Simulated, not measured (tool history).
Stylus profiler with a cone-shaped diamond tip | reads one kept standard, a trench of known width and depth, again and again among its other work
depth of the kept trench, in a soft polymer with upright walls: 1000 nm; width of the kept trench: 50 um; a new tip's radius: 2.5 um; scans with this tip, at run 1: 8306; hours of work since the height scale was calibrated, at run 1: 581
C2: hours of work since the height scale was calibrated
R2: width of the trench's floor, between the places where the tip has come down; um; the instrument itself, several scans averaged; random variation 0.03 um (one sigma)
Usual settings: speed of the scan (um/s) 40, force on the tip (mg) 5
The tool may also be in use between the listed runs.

run 1 hour=0 | speed_of_the_scan_(um/s)=40 force_on_the_tip_(mg)=5 | scans_with_this_tip=8306 C2=581 | depth_of_the_trench_(Å)=10193.9 R2=43.72
run 2 hour=50.9 | speed_of_the_scan_(um/s)=40 force_on_the_tip_(mg)=5 | scans_with_this_tip=8705 C2=609 | depth_of_the_trench_(Å)=10190.7 R2=43.66
run 3 hour=104.7 | speed_of_the_scan_(um/s)=40 force_on_the_tip_(mg)=5 | scans_with_this_tip=9128 C2=638 | depth_of_the_trench_(Å)=10187.7 R2=43.54
run 4 hour=149.9 | speed_of_the_scan_(um/s)=49 force_on_the_tip_(mg)=5 | scans_with_this_tip=9482 C2=663 | depth_of_the_trench_(Å)=10192.6 R2=43.41
run 5 hour=204.3 | speed_of_the_scan_(um/s)=40 force_on_the_tip_(mg)=5 | scans_with_this_tip=9909 C2=693 | depth_of_the_trench_(Å)=10193.1 R2=43.34
run 6 hour=263.4 | speed_of_the_scan_(um/s)=40 force_on_the_tip_(mg)=5 | scans_with_this_tip=10373 C2=725 | depth_of_the_trench_(Å)=10197.5 R2=43.33
run 7 hour=323.9 | speed_of_the_scan_(um/s)=40 force_on_the_tip_(mg)=5 | scans_with_this_tip=10848 C2=759 | depth_of_the_trench_(Å)=10193.8 R2=43.15
run 8 hour=384.7 | speed_of_the_scan_(um/s)=40 force_on_the_tip_(mg)=5.95 | scans_with_this_tip=11325 C2=792 | depth_of_the_trench_(Å)=10221.5 R2=43.11
-- hour=389.2 height scale calibrated on a step standard
run 9 hour=421.9 | speed_of_the_scan_(um/s)=40 force_on_the_tip_(mg)=5 | scans_with_this_tip=11614 C2=18 | depth_of_the_trench_(Å)=10201.5 R2=43.03
run 10 hour=446.9 | speed_of_the_scan_(um/s)=40 force_on_the_tip_(mg)=5 | scans_with_this_tip=11810 C2=32 | depth_of_the_trench_(Å)=10199.5 R2=42.97
run 11 hour=478.8 | speed_of_the_scan_(um/s)=40 force_on_the_tip_(mg)=5 | scans_with_this_tip=12060 C2=49 | depth_of_the_trench_(Å)=10200.4 R2=42.95
-- hour=484.3 height scale calibrated on a step standard, once more
run 12 hour=518.7 | speed_of_the_scan_(um/s)=40 force_on_the_tip_(mg)=5 | scans_with_this_tip=12369 C2=19 | depth_of_the_trench_(Å)=10184.3 R2=42.86
run 13 hour=544.4 | speed_of_the_scan_(um/s)=40 force_on_the_tip_(mg)=5 | scans_with_this_tip=12571 C2=33 | depth_of_the_trench_(Å)=10177.4 R2=42.86
run 14 hour=572.2 | speed_of_the_scan_(um/s)=40 force_on_the_tip_(mg)=5 | scans_with_this_tip=12789 C2=48 | depth_of_the_trench_(Å)=10183.6 R2=42.79
run 15 hour=600.5 | speed_of_the_scan_(um/s)=11 force_on_the_tip_(mg)=5 | scans_with_this_tip=13011 C2=64 | depth_of_the_trench_(Å)=10179.6 R2=42.86
run 16 hour=632.1 | speed_of_the_scan_(um/s)=90 force_on_the_tip_(mg)=8.93 | scans_with_this_tip=13259 C2=81 | depth_of_the_trench_(Å)=10268.5 R2=42.61
run 17 hour=659.2 | speed_of_the_scan_(um/s)=90 force_on_the_tip_(mg)=8.93 | scans_with_this_tip=13472 C2=96 | depth_of_the_trench_(Å)=10270.7 R2=42.58
run 18 hour=718.7 | speed_of_the_scan_(um/s)=10 force_on_the_tip_(mg)=5 | scans_with_this_tip=13939 C2=129 | depth_of_the_trench_(Å)=10187.3 R2=42.67
run 19 hour=748.4 | speed_of_the_scan_(um/s)=27 force_on_the_tip_(mg)=1.85 | scans_with_this_tip=14172 C2=145 | depth_of_the_trench_(Å)=10096.5 R2=42.48
run 20 hour=798.8 | speed_of_the_scan_(um/s)=27 force_on_the_tip_(mg)=1.85 | scans_with_this_tip=14568 C2=173 | depth_of_the_trench_(Å)=10097.9 R2=42.45
run 21 hour=840.3 | speed_of_the_scan_(um/s)=149 force_on_the_tip_(mg)=1.85 | scans_with_this_tip=14894 C2=195 | depth_of_the_trench_(Å)=10098.1 R2=41.49
run 22 hour=884.6 | speed_of_the_scan_(um/s)=36 force_on_the_tip_(mg)=14.28 | scans_with_this_tip=15241 C2=220 | depth_of_the_trench_(Å)=10368.8 R2=42.37
run 23 hour=914.6 | speed_of_the_scan_(um/s)=36 force_on_the_tip_(mg)=14.28 | scans_with_this_tip=15477 C2=236 | depth_of_the_trench_(Å)=10376.8 R2=42.34
run 24 hour=970.5 | speed_of_the_scan_(um/s)=22 force_on_the_tip_(mg)=1.69 | scans_with_this_tip=15916 C2=267 | depth_of_the_trench_(Å)=10090.7 R2=42.25
run 25 hour=1030 | speed_of_the_scan_(um/s)=34 force_on_the_tip_(mg)=12.03 | scans_with_this_tip=16383 C2=300 | depth_of_the_trench_(Å)=10333.7 R2=42.24
run 26 hour=1077.1 | speed_of_the_scan_(um/s)=34 force_on_the_tip_(mg)=12.03 | scans_with_this_tip=16752 C2=325 | depth_of_the_trench_(Å)=10335.9 R2=42.21
run 27 hour=1129.4 | speed_of_the_scan_(um/s)=60 force_on_the_tip_(mg)=7.35 | scans_with_this_tip=17163 C2=354 | depth_of_the_trench_(Å)=10242 R2=41.93
run 28 hour=1191.3 | speed_of_the_scan_(um/s)=120 force_on_the_tip_(mg)=5 | scans_with_this_tip=17649 C2=388 | depth_of_the_trench_(Å)=10189.9 R2=41.53
run 29 hour=1239.8 | speed_of_the_scan_(um/s)=31 force_on_the_tip_(mg)=5.11 | scans_with_this_tip=18030 C2=415 | depth_of_the_trench_(Å)=10191.1 R2=41.92
-- hour=1248.4 new tip fitted, height scale calibrated
run 30 hour=1270.3 | speed_of_the_scan_(um/s)=75 force_on_the_tip_(mg)=10.39 | scans_with_this_tip=172 C2=12 | depth_of_the_trench_(Å)=10297.3 R2=45.76

Forecast each of these 4 alternatives for the next run:
run A hour=1309.8 | speed_of_the_scan_(um/s)=30 force_on_the_tip_(mg)=8.07 | scans_with_this_tip=482 C2=34 | depth_of_the_trench_(Å)=? R2=?
run B hour=1309.8 | speed_of_the_scan_(um/s)=40 force_on_the_tip_(mg)=3.2 | scans_with_this_tip=482 C2=34 | depth_of_the_trench_(Å)=? R2=?
run C hour=1309.8 | speed_of_the_scan_(um/s)=40 force_on_the_tip_(mg)=7.33 | scans_with_this_tip=482 C2=34 | depth_of_the_trench_(Å)=? R2=?
run D hour=1309.8 | speed_of_the_scan_(um/s)=57 force_on_the_tip_(mg)=9.67 | scans_with_this_tip=482 C2=34 | depth_of_the_trench_(Å)=? R2=?

run=A depth_of_the_trench_(Å)=10250.8 R2=45.75
run=B depth_of_the_trench_(Å)=10130.2 R2=45.65
run=C depth_of_the_trench_(Å)=10231.3 R2=45.68
run=D depth_of_the_trench_(Å)=10283.3 R2=45.66
Without the tool's hidden state the same runs would have given:
run=A depth_of_the_trench_(Å)=10253.4 R2=45.89
run=B depth_of_the_trench_(Å)=10132.8 R2=45.79
run=C depth_of_the_trench_(Å)=10233.9 R2=45.83
run=D depth_of_the_trench_(Å)=10286 R2=45.81
